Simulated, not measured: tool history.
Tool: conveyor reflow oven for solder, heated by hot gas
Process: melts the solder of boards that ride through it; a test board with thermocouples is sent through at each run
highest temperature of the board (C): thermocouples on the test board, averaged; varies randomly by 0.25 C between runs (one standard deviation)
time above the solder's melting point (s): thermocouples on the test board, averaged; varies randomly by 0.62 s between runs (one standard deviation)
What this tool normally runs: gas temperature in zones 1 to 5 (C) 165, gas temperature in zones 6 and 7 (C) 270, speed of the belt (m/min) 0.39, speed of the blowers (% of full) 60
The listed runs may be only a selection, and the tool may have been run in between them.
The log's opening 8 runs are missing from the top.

run,day,gas temperature in zones 1 to 5 (C),gas temperature in zones 6 and 7 (C),speed of the belt (m/min),speed of the blowers (% of full),hours of work since the flux was cleaned out,hours of work since the belt drive was overhauled,hours of work since the thermocouples were changed,highest temperature of the board (C),time above the solder's melting point (s)
9,2.679,165,270,0.363,60,11,231,492,255.3,73.3
10,2.996,177,270,0.363,60,17,237,498,257.1,81
11,3.362,165,270,0.39,60,24,244,505,252.8,65.4
12,3.725,165,270,0.39,60,31,251,512,252.8,66.1
13,4.025,165,270,0.39,66,36,257,517,254.3,66.2
14,4.2,165,270,0.418,60,40,260,521,249.8,56.9
15,4.521,165,270,0.39,60,46,266,527,252.7,65.2
16,4.717,165,270,0.39,60,49,270,530,252.5,65.8
17,4.988,178,285,0.39,68,54,275,535,270.5,84.8
18,5.342,178,285,0.39,68,61,281,542,270.7,83
19,5.583,167,282,0.346,70,66,286,546,270.7,90.1
20,5.967,167,282,0.346,70,73,293,554,270.2,91.5
21,6.188,167,272,0.363,70,77,297,558,260,79.7
22,6.583,167,272,0.363,70,84,305,565,259.8,78.9
23,6.925,177,281,0.435,52,91,311,572,257.1,65.1
24,7.167,179,282,0.39,60,95,316,576,265.7,81.8
25,7.533,165,258,0.457,82,102,323,583,241.8,46.1
26,7.792,165,281,0.39,60,107,327,588,262.2,73.5
27,8.15,180,281,0.32,60,114,334,595,270.8,103.3
28,8.379,166,282,0.335,64,118,338,599,269.5,93.3
29,8.733,166,282,0.335,64,125,345,606,269.7,93.3
30,8.988,166,282,0.335,64,130,350,610,269.5,91.7
31,9.362,166,282,0.335,64,137,357,617,269.6,93.4

Predict each of these 3 candidate next runs independently; none follows another, all start after run 31:
A,9.708,165,285,0.389,63,143,363,624,?,?
B,9.708,166,263,0.327,59,143,363,624,?,?
C,9.708,165,281,0.39,60,143,363,624,?,?

run,highest temperature of the board (C),time above the solder's melting point (s)
A,266.8,76.5
B,251.2,81.2
C,262.2,74
Take away the tool's hidden state, keep each run's random variation, and the runs would have read:
run,highest temperature of the board (C),time above the solder's melting point (s)
A,265.7,75.3
B,249.9,79.4
C,261.2,72.7
